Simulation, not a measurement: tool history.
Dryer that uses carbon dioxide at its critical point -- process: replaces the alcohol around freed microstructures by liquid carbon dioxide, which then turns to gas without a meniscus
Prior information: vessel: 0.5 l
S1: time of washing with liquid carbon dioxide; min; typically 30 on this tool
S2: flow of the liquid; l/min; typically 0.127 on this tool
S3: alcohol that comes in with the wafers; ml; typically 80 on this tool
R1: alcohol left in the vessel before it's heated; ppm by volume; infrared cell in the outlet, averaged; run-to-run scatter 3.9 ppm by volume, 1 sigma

| run | hour | S1 | S2 | S3 | R1 |
|---|---|---|---|---|---|
| 1 | 0.0 | 30 | 0.127 | 80 | 144 |
| 2 | 57.6 | 30 | 0.127 | 80 | 144 |
| 3 | 86.1 | 30 | 0.127 | 80 | 149 |
| 4 | 119.6 | 30 | 0.127 | 80 | 157 |
| 5 | 152.7 | 30 | 0.127 | 80 | 153 |
| 6 | 217.8 | 30 | 0.127 | 80 | 160 |
| 7 | 276.9 | 30 | 0.127 | 72 | 156 |
| 8 | 336.8 | 30 | 0.127 | 72 | 157 |
|  | 397.1 | purifier's bed changed |
| 9 | 397.1 | 30 | 0.127 | 72 | 132 |
| 10 | 446.1 | 30 | 0.143 | 26 | 27 |
| 11 | 489.9 | 30 | 0.143 | 26 | 29 |
|  | 500.0 | inlet filter changed |
| 12 | 532.4 | 48 | 0.127 | 92 | 9 |
| 13 | 584.9 | 19 | 0.081 | 88 | 8397 |
| 14 | 616.9 | 30 | 0.127 | 47 | 65 |

For run 15, what comes out?
| 15 | 660.2 | 30 | 0.098 | 109 | ? |

R1: 696 ppm by volume
Take away the tool's hidden state, keep the run-to-run variation as it was, and the same run would have given R1 641 ppm by volume.

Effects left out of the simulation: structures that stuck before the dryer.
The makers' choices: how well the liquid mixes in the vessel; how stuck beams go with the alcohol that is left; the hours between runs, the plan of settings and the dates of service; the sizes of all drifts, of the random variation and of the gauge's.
